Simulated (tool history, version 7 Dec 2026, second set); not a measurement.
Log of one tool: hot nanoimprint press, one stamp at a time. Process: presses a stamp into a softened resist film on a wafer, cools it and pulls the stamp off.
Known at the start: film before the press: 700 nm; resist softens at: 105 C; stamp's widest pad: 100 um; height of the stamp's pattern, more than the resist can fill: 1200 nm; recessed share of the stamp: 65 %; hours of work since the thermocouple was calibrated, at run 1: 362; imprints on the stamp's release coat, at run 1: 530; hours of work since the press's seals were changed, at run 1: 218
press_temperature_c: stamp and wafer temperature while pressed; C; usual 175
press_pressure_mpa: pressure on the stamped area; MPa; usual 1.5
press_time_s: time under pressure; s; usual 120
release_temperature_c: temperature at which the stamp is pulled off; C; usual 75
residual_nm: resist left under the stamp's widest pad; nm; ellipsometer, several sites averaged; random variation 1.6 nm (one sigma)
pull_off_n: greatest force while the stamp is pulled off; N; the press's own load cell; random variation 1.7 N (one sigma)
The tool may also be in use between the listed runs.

run    day  press_temperature_c  press_pressure_mpa  press_time_s  release_temperature_c  hours of work since the thermocouple was calibrated  imprints on the stamp's release coat  hours of work since the press's seals were changed  residual_nm  pull_off_n
  1      0                  175                 1.5           120                     75                                                  362                                   530                                                 218        233.4         161
  2  0.258                  175                 1.5           120                     75                                                  365                                   545                                                 221          229         163
  3  0.671                  175                 1.5           120                     75                                                  369                                   569                                                 225        231.3         161
  4  1.067                  175                 1.5           120                     75                                                  373                                   593                                                 229          232         164
  5  1.442                  175                 1.5           120                     75                                                  376                                   614                                                 233        232.3         166
  6  1.808                  175                 1.5           120                     75                                                  380                                   636                                                 236        231.6         166
  7  2.083                  175                 1.5           120                     75                                                  383                                   652                                                 239        230.7         167
  8  2.554                  175                 1.5           120                     75                                                  388                                   679                                                 244        231.2         164
  9  2.879                  175                 1.5           120                     75                                                  391                                   698                                                 247        231.8         165
 10  3.454                  175                 1.5           129                     75                                                  396                                   732                                                 253          225         168
 11    3.9                  175                 1.5           129                     75                                                  401                                   758                                                 257        224.7         166
 12  4.212                  176                1.11           200                     71                                                  404                                   776                                                 260        223.7         182
 13  4.708                  187                1.42            95                     79                                                  409                                   805                                                 265          154         151
 14  5.042                  175                1.54           140                     66                                                  412                                   825                                                 269        216.1         207
     5.429  -- stamp cleaned and given a new release coat
 15  5.675                  167                1.64           120                     78                                                  416                                    14                                                 272        321.4         141
 16  6.267                  167                1.64           120                     78                                                  422                                    48                                                 278        320.3         142
 17  6.754                  175                 1.5           144                     82                                                  427                                    77                                                 283        217.6         127
 18  7.038                  175                 1.5           144                     82                                                  430                                    93                                                 286        215.1         126

Some steps in residual_nm between neighbouring runs. How much of each would the tool show without its hidden state too (settings, what came in, random variation), and how much is left for the hidden state, with any gauge scatter that isn't in both results?
The hidden state here: true temperature over the reading, C; pressure that arrives at the usual setting, %; grip of the stamp's worn release coat, % over a new coat's; drift of the gauge itself on residual_nm, %; drift of the gauge itself on pull_off_n, %.
Run 14 -> 15: press_temperature_c 175 -> 167, press_pressure_mpa 1.54 -> 1.64, press_time_s 140 -> 120, release_temperature_c 66 -> 78, stamp cleaned and given a new release coat. residual_nm +105.3 nm: hidden state -10.1, all else +115.4.
